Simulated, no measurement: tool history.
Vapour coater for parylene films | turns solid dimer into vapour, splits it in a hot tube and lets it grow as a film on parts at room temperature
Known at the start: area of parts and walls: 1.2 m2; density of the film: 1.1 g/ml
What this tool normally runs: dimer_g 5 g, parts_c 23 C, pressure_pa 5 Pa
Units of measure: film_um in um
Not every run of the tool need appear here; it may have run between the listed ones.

run   hour  dimer_g  parts_c  pressure_pa  film_um
  1      0        5       23            5     2.48
  2   21.4        5       23            5     2.44
  3   44.1        3       23            5     1.45
  4   59.3        3       23            5     1.49
  5   81.2        3       23            5     1.45
  6  102.8        5       23            5     2.44
     133.9  -- trap's valve overhauled
  7  139.6        5       23            5     2.72
  8  157.7        5       23            5      2.7
  9  184.8        5       23         3.11     2.78
 10  202.5        5       23          8.7     2.53
 11  226.6        5       23          8.7     2.55
 12  240.7        5       23          8.7      2.5
 13  274.5        5       23            5     2.65
 14  294.8        5       16         5.54     3.62
 15    317        5       16         7.96     3.45
 16  345.1        9       17         6.28     6.01
 17  365.1        5       17         6.28     3.32
 18  382.3        5       20            7     2.89
 19  402.6        4       21         8.77      2.1
 20  422.1        3       24         5.67     1.42
 21  449.4        5       23         3.59     2.56
 22  477.7        3       21            5     1.64
 23  491.9        3       21            5     1.64
 24    517        3       21            5      1.6
 25  544.4        8       28         2.37     3.29

Results per run with the tool's hidden condition removed, run-to-run variation unchanged:
Hidden conditions of the tool in this case: vapour lost through the trap's worn valve, %; true temperature of the parts over the reading, C; drift of the gauge itself on film_um, %.
run  film_um
  1      2.8
  2     2.77
  3     1.66
  4     1.71
  5     1.68
  6     2.83
  7     2.79
  8     2.79
  9     2.88
 10     2.63
 11     2.68
 12     2.64
 13     2.81
 14     3.77
 15      3.7
 16     6.51
 17     3.62
 18     3.16
 19      2.3
 20     1.57
 21     2.85
 22     1.84
 23     1.85
 24     1.81
 25     3.75
